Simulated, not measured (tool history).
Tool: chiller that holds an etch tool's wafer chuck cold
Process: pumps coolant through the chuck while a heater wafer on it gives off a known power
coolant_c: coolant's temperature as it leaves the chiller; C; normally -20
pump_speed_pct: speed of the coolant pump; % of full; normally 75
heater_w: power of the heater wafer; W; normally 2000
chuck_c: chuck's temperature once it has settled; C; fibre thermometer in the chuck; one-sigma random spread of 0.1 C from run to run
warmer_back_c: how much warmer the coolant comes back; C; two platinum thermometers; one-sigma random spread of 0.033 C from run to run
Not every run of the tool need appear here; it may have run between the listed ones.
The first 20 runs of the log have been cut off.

At hour 2917.8: chiller's thermometer calibrated.
Run 21, hour 2981.3: usual settings but coolant_c -29 C, heater_w 1621 W. Result: chuck_c -15.8 C, warmer_back_c 4.48 C.
Run 22, hour 3132.7: usual settings but coolant_c -29 C, heater_w 1621 W. Result: chuck_c -15.7 C, warmer_back_c 4.37 C.
Run 23, hour 3277: usual settings but coolant_c -29 C, heater_w 1621 W. Result: chuck_c -15.6 C, warmer_back_c 4.39 C.
Run 24, hour 3404.6: usual settings but coolant_c -29 C, heater_w 1192 W. Result: chuck_c -19 C, warmer_back_c 3.32 C.
Run 25, hour 3554.8: usual settings but coolant_c -29 C, heater_w 1192 W. Result: chuck_c -19 C, warmer_back_c 3.32 C.
Run 26, hour 3697.7: usual settings but pump_speed_pct 60 % of full. Result: chuck_c 0.6 C, warmer_back_c 7.12 C.
Run 27, hour 3840: usual settings but pump_speed_pct 60 % of full. Result: chuck_c 0.6 C, warmer_back_c 7.09 C.
Run 28, hour 4031.4: usual settings but heater_w 2005 W. Result: chuck_c -3 C, warmer_back_c 5.64 C.
Run 29, hour 4203.5: usual settings but coolant_c -22 C, pump_speed_pct 88 % of full, heater_w 1209 W. Result: chuck_c -13 C, warmer_back_c 2.89 C.
Run 30, hour 4295.1: usual settings but coolant_c -22 C, pump_speed_pct 88 % of full, heater_w 1209 W. Result: chuck_c -13 C, warmer_back_c 2.88 C.
Run 31, hour 4465.3: usual settings but coolant_c -22 C, pump_speed_pct 88 % of full, heater_w 1209 W. Result: chuck_c -12.9 C, warmer_back_c 2.86 C.
Run 32, hour 4668.1: usual settings but coolant_c -22 C, pump_speed_pct 88 % of full, heater_w 1209 W. Result: chuck_c -12.8 C, warmer_back_c 2.87 C.

Here are 3 independent what-if runs from the current tool condition. What would each one return?
Run A, hour 4753: usual settings but pump_speed_pct 64 % of full, heater_w 1640 W. Result: chuck_c ?, warmer_back_c ?.
Run B, hour 4753: usual settings but coolant_c -13 C, pump_speed_pct 74 % of full, heater_w 1029 W. Result: chuck_c ?, warmer_back_c ?.
Run C, hour 4753: usual settings but coolant_c -13 C, pump_speed_pct 83 % of full, heater_w 1821 W. Result: chuck_c ?, warmer_back_c ?.

run  chuck_c  warmer_back_c
  A     -3.6           5.55
  B       -4           2.98
  C      1.6           4.65
Stripped of hidden state, with their random variation kept, the same runs would have yielded:
run  chuck_c  warmer_back_c
  A     -7.3           4.44
  B       -6           2.38
  C     -1.7           3.71
